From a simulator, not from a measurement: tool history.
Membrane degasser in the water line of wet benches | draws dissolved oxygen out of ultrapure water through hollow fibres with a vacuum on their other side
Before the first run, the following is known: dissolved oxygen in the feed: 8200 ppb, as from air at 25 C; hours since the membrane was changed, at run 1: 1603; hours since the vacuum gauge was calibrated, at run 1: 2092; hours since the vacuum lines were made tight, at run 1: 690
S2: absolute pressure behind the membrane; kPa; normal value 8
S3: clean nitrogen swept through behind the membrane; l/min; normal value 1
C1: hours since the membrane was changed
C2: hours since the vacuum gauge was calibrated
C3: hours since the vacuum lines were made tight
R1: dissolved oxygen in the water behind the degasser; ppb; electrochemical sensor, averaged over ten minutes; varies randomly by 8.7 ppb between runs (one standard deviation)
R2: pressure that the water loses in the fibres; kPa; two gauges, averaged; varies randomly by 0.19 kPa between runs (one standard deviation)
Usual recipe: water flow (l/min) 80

{"run": 1, "day": 0.0, "water flow (l/min)": 80, "S2": 8, "S3": 1, "C1": 1603, "C2": 2092, "C3": 690, "R1": 868.7, "R2": 36.04}
{"run": 2, "day": 1.721, "water flow (l/min)": 80, "S2": 8, "S3": 1, "C1": 1645, "C2": 2133, "C3": 732, "R1": 862.3, "R2": 36.15}
{"run": 3, "day": 2.983, "water flow (l/min)": 80, "S2": 8, "S3": 2.66, "C1": 1675, "C2": 2164, "C3": 762, "R1": 576.8, "R2": 36}
{"run": 4, "day": 4.758, "water flow (l/min)": 52, "S2": 8, "S3": 1, "C1": 1717, "C2": 2206, "C3": 805, "R1": 508, "R2": 23.79}
{"run": 5, "day": 7.071, "water flow (l/min)": 80, "S2": 8, "S3": 1, "C1": 1773, "C2": 2262, "C3": 860, "R1": 893.5, "R2": 36.19}
{"run": 6, "day": 9.308, "water flow (l/min)": 80, "S2": 8, "S3": 1, "C1": 1827, "C2": 2316, "C3": 914, "R1": 874.1, "R2": 36.11}
{"run": 7, "day": 10.696, "water flow (l/min)": 80, "S2": 8, "S3": 1, "C1": 1860, "C2": 2349, "C3": 947, "R1": 864.1, "R2": 35.92}
{"run": 8, "day": 13.075, "water flow (l/min)": 80, "S2": 8, "S3": 1, "C1": 1917, "C2": 2406, "C3": 1004, "R1": 871.2, "R2": 36.12}
{"run": 9, "day": 15.008, "water flow (l/min)": 80, "S2": 8, "S3": 1, "C1": 1964, "C2": 2452, "C3": 1051, "R1": 857.6, "R2": 36.38}
{"run": 10, "day": 16.796, "water flow (l/min)": 80, "S2": 8, "S3": 1, "C1": 2006, "C2": 2495, "C3": 1093, "R1": 873.9, "R2": 36.22}
{"run": 11, "day": 18.704, "water flow (l/min)": 80, "S2": 6.68, "S3": 1, "C1": 2052, "C2": 2541, "C3": 1139, "R1": 709.7, "R2": 36.22}
{"run": 12, "day": 21.246, "water flow (l/min)": 80, "S2": 8, "S3": 1, "C1": 2113, "C2": 2602, "C3": 1200, "R1": 864.9, "R2": 35.99}
{"run": 13, "day": 23.342, "water flow (l/min)": 80, "S2": 14.57, "S3": 1, "C1": 2163, "C2": 2652, "C3": 1251, "R1": 1555.5, "R2": 36.11}
{"run": 14, "day": 25.533, "water flow (l/min)": 80, "S2": 14.57, "S3": 1, "C1": 2216, "C2": 2705, "C3": 1303, "R1": 1599, "R2": 36.33}
{"run": 15, "day": 28.083, "water flow (l/min)": 80, "S2": 14.57, "S3": 0.45, "C1": 2277, "C2": 2766, "C3": 1364, "R1": 2265.2, "R2": 36.12}
{"run": 16, "day": 30.592, "water flow (l/min)": 60, "S2": 13.8, "S3": 2.26, "C1": 2337, "C2": 2826, "C3": 1425, "R1": 660.5, "R2": 27.14}
{"run": 17, "day": 31.688, "water flow (l/min)": 57, "S2": 9.11, "S3": 1.8, "C1": 2364, "C2": 2853, "C3": 1451, "R1": 454.6, "R2": 25.83}
{"run": 18, "day": 33.842, "water flow (l/min)": 64, "S2": 19.19, "S3": 1.8, "C1": 2416, "C2": 2904, "C3": 1503, "R1": 1180.2, "R2": 28.97}
{"run": 19, "day": 35.554, "water flow (l/min)": 91, "S2": 16.66, "S3": 0.87, "C1": 2457, "C2": 2945, "C3": 1544, "R1": 2059.1, "R2": 41.29}
{"run": 20, "day": 37.988, "water flow (l/min)": 109, "S2": 12.64, "S3": 1.35, "C1": 2515, "C2": 3004, "C3": 1602, "R1": 1664.7, "R2": 49.28}
{"run": 21, "day": 40.546, "water flow (l/min)": 86, "S2": 8.1, "S3": 2.32, "C1": 2576, "C2": 3065, "C3": 1663, "R1": 694.4, "R2": 39.11}
{"run": 22, "day": 43.1, "water flow (l/min)": 85, "S2": 7.08, "S3": 2.32, "C1": 2638, "C2": 3127, "C3": 1725, "R1": 628.5, "R2": 38.53}
{"run": 23, "day": 44.967, "water flow (l/min)": 73, "S2": 9.22, "S3": 1, "C1": 2682, "C2": 3171, "C3": 1770, "R1": 901.1, "R2": 33.02}
{"run": 24, "day": 46.258, "water flow (l/min)": 73, "S2": 9.22, "S3": 1, "C1": 2713, "C2": 3202, "C3": 1801, "R1": 894.4, "R2": 33.08}
{"run": 25, "day": 47.325, "water flow (l/min)": 53, "S2": 6.9, "S3": 1.15, "C1": 2739, "C2": 3228, "C3": 1826, "R1": 384.2, "R2": 24.4}
{"run": 26, "day": 49.567, "water flow (l/min)": 53, "S2": 6.9, "S3": 1.15, "C1": 2793, "C2": 3282, "C3": 1880, "R1": 387, "R2": 23.99}
{"run": 27, "day": 52.088, "water flow (l/min)": 80, "S2": 6.94, "S3": 0.87, "C1": 2853, "C2": 3342, "C3": 1941, "R1": 790.3, "R2": 35.71}

Forecast run 28:
{"run": 28, "day": 54.242, "water flow (l/min)": 57, "S2": 18.55, "S3": 1, "C1": 2905, "C2": 3394, "C3": 1992, "R1": "?", "R2": "?"}

For run 28 the tool returned R1 1475.2 ppb, R2 25.6 kPa.
Minus the tool's unlogged condition, the same run would have read R1 1474.5 ppb, R2 25.58 kPa.
